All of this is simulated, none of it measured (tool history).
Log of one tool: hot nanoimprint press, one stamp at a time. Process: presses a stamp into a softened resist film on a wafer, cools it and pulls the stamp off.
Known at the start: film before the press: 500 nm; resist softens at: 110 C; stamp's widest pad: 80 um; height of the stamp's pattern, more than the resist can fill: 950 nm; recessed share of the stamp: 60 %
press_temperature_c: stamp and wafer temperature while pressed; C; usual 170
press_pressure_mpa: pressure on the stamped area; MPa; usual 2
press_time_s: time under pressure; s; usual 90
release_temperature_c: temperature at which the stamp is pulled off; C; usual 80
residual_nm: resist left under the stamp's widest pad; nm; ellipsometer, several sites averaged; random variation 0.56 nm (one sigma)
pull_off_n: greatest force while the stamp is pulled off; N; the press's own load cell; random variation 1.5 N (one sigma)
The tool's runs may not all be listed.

run   hour  press_temperature_c  press_pressure_mpa  press_time_s  release_temperature_c  residual_nm  pull_off_n
  1      0                  170                   2            90                     80        190.3         230
  2     18                  170                   2            90                     80        190.9         232
  3   41.9                  170                   2            90                     84        191.8         215
  4   65.7                  170                   2            90                     84        192.7         216
      83.8  -- stamp cleaned and given a new release coat
  5   99.6                  170                   2            78                     80        204.5         212
  6  114.8                  170                   2            78                     80        205.5         213
  7  139.9                  170                   2            78                     80          204         212
  8  164.8                  170                   2            78                     80        205.8         216
  9  193.9                  170                   2            78                     80        206.6         219
 10  213.3                  170                   2            90                     80        195.9         221
 11  240.8                  170                   2            90                     80        195.9         222
 12  258.9                  170                   2            90                     80          197         221
 13  274.1                  170                   2            90                     80        195.7         223
 14  290.9                  170                   2            90                     80        196.4         224
     317.9  -- plate thermocouple calibrated
 15  319.7                  170                   2            90                     80        190.3         220
 16  349.3                  175                1.38            56                     71        197.6         265

Forecast run 17:
 17  369.4                  170                   2            90                     76            ?           ?

{"run 17": {"residual_nm": 190.8, "pull_off_n": 245}}
Without the tool's hidden state the same run would have given residual_nm 187.4 nm, pull_off_n 227 N.

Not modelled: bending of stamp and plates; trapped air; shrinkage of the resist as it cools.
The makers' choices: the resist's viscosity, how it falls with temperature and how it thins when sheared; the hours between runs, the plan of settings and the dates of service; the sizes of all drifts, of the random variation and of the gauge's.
